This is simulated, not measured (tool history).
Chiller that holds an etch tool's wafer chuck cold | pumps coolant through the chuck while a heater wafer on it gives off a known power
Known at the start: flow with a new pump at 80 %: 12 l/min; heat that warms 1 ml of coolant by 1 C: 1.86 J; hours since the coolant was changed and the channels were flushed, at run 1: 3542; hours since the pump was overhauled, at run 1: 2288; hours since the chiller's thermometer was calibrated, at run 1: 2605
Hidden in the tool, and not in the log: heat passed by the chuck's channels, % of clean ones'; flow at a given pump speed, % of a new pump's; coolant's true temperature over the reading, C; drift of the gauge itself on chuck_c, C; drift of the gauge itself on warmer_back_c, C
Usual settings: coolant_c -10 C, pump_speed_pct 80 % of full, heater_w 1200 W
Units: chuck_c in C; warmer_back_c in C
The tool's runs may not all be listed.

| run | hour | coolant_c | pump_speed_pct | heater_w | hours since the coolant was changed and the channels were flushed | hours since the pump was overhauled | hours since the chiller's thermometer was calibrated | chuck_c | warmer_back_c |
|---|---|---|---|---|---|---|---|---|---|
| 1 | 0 | -10 | 80 | 1200 | 3542 | 2288 | 2605 | -1.6 | 3.26 |
| 2 | 95.5 | -10 | 80 | 1200 | 3638 | 2384 | 2700 | -1.8 | 3.2 |
| 3 | 260.9 | -10 | 80 | 1200 | 3803 | 2549 | 2865 | -1.7 | 3.22 |
| 4 | 438.9 | -10 | 85 | 1200 | 3981 | 2727 | 3043 | -2.2 | 3.03 |
| 5 | 560.2 | -10 | 67 | 1200 | 4102 | 2849 | 3165 | -0.4 | 3.88 |
| 6 | 759.2 | -10 | 67 | 1200 | 4301 | 3048 | 3364 | -0.2 | 3.83 |
| 7 | 867.1 | -10 | 67 | 1200 | 4409 | 3156 | 3472 | -0.5 | 3.83 |
| 8 | 1035.3 | -10 | 80 | 1200 | 4577 | 3324 | 3640 | -1.7 | 3.16 |
|  | 1219.9 | coolant changed, channels flushed |
| 9 | 1253.5 | -18 | 80 | 1200 | 34 | 3536 | 3852 | -9.9 | 3.14 |
| 10 | 1391.5 | -18 | 89 | 1200 | 172 | 3674 | 3990 | -10.2 | 2.84 |
| 11 | 1596.1 | -18 | 62 | 1200 | 376 | 3879 | 4195 | -8 | 4.04 |
| 12 | 1826.9 | -18 | 62 | 1200 | 607 | 4109 | 4425 | -7.8 | 4.08 |
| 13 | 2058.8 | -18 | 62 | 819 | 839 | 4341 | 4657 | -11.1 | 2.71 |
| 14 | 2226.7 | -15 | 99 | 1366 | 1007 | 4509 | 4825 | -7 | 2.77 |
| 15 | 2452.8 | -16 | 80 | 1311 | 1233 | 4735 | 5051 | -7.1 | 3.35 |
| 16 | 2683.5 | -6 | 80 | 1007 | 1464 | 4966 | 5282 | 0.8 | 2.51 |
|  | 2759.8 | gauge calibrated |
| 17 | 2831.1 | -18 | 99 | 605 | 1611 | 5114 | 5430 | -14.5 | 1.34 |
| 18 | 3049.2 | -3 | 69 | 1308 | 1829 | 5332 | 5648 | 7.3 | 4.11 |
| 19 | 3232.9 | -3 | 67 | 1716 | 2013 | 5515 | 5831 | 10.7 | 5.5 |
|  | 3291.1 | chiller's thermometer calibrated |
| 20 | 3439 | -13 | 88 | 1200 | 2218 | 5720 | 148 | -5.5 | 2.86 |
| 21 | 3604.3 | -4 | 80 | 997 | 2383 | 5886 | 313 | 2.8 | 2.7 |
| 22 | 3754 | -4 | 80 | 997 | 2533 | 6035 | 463 | 2.8 | 2.6 |
| 23 | 3902.5 | -1 | 61 | 1200 | 2682 | 6184 | 611 | 9.3 | 4.22 |
|  | 3940 | coolant pump overhauled |
| 24 | 4066.1 | -8 | 66 | 1655 | 2840 | 126 | 770 | 5.3 | 5.33 |
| 25 | 4228.3 | -18 | 80 | 1200 | 3002 | 288 | 932 | -9.9 | 3.17 |
| 26 | 4387 | -2 | 76 | 692 | 3161 | 447 | 1091 | 3 | 1.88 |

4 ways to go on from here, each from the tool as it stands after run 26. What would each give?
| A | 4525.8 | -8 | 74 | 1370 | 3300 | 586 | 1230 | ? | ? |
| B | 4525.8 | -2 | 95 | 692 | 3300 | 586 | 1230 | ? | ? |
| C | 4525.8 | -14 | 66 | 692 | 3300 | 586 | 1230 | ? | ? |
| D | 4525.8 | -10 | 98 | 643 | 3300 | 586 | 1230 | ? | ? |

| run | chuck_c | warmer_back_c |
|---|---|---|
| A | 2 | 3.93 |
| B | 2.1 | 1.42 |
| C | -8.6 | 2.16 |
| D | -6.4 | 1.3 |
Without the tool's hidden state the same runs would have given:
| run | chuck_c | warmer_back_c |
|---|---|---|
| A | 2 | 4.05 |
| B | 2.1 | 1.54 |
| C | -8.6 | 2.27 |
| D | -6.4 | 1.42 |

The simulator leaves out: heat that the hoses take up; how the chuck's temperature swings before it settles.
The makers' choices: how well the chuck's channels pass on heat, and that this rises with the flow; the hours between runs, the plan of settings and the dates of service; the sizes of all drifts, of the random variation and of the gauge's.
